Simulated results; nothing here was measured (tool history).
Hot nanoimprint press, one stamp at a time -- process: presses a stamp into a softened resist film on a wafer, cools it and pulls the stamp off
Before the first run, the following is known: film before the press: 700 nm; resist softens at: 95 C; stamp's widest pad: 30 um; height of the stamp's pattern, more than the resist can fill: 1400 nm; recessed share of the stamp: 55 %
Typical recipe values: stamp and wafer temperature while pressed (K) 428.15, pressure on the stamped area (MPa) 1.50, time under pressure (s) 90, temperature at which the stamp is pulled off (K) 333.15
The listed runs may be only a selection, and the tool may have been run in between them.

| run | hour | stamp and wafer temperature while pressed (K) | pressure on the stamped area (MPa) | time under pressure (s) | temperature at which the stamp is pulled off (K) | resist left under the stamp's widest pad (nm) | greatest force while the stamp is pulled off (N) |
|---|---|---|---|---|---|---|---|
| 1 | 0.0 | 428.15 | 1.50 | 90 | 333.15 | 358.1 | 107 |
| 2 | 31.8 | 428.15 | 1.50 | 90 | 333.15 | 359.1 | 108 |
| 3 | 66.4 | 428.15 | 1.50 | 90 | 333.15 | 354.6 | 115 |
| 4 | 131.1 | 437.15 | 1.50 | 90 | 333.15 | 223.6 | 123 |
| 5 | 164.5 | 428.15 | 1.50 | 90 | 324.15 | 352.5 | 137 |
| 6 | 214.4 | 428.15 | 1.50 | 90 | 324.15 | 350.7 | 148 |
| 7 | 247.6 | 426.15 | 1.50 | 90 | 324.15 | 386.8 | 154 |
| 8 | 305.7 | 426.15 | 1.50 | 90 | 324.15 | 391.8 | 159 |
| 9 | 374.6 | 428.15 | 1.50 | 140 | 333.15 | 303.5 | 154 |
|  | 389.5 | stamp cleaned and given a new release coat |
| 10 | 432.0 | 428.15 | 1.50 | 140 | 338.15 | 299.6 | 88 |
| 11 | 482.5 | 428.15 | 1.50 | 140 | 338.15 | 304.1 | 92 |
| 12 | 545.3 | 428.15 | 1.50 | 90 | 333.15 | 351.8 | 112 |
| 13 | 605.6 | 422.15 | 1.50 | 90 | 333.15 | 459.6 | 117 |
|  | 680.0 | plate thermocouple calibrated |
| 14 | 680.0 | 421.15 | 1.50 | 90 | 328.15 | 515.1 | 132 |
| 15 | 734.8 | 428.15 | 1.76 | 90 | 328.15 | 344.7 | 139 |
| 16 | 801.4 | 428.15 | 1.06 | 90 | 329.15 | 429.7 | 148 |
| 17 | 840.1 | 428.15 | 1.83 | 90 | 335.15 | 336.9 | 140 |
| 18 | 887.9 | 424.15 | 1.73 | 90 | 325.15 | 423.8 | 173 |
|  | 928.5 | stamp cleaned and given a new release coat |
| 19 | 931.2 | 439.15 | 1.50 | 67 | 319.15 | 234.5 | 107 |

Estimate the outcome of run 20 from the log above:
| 20 | 994.6 | 420.15 | 1.32 | 175 | 319.15 | ? | ? |

resist left under the stamp's widest pad (nm): 463.7
greatest force while the stamp is pulled off (N): 113
On a tool with no hidden condition, and with the same random variation, this run would have come out at resist left under the stamp's widest pad (nm) 466.5, greatest force while the stamp is pulled off (N) 105.

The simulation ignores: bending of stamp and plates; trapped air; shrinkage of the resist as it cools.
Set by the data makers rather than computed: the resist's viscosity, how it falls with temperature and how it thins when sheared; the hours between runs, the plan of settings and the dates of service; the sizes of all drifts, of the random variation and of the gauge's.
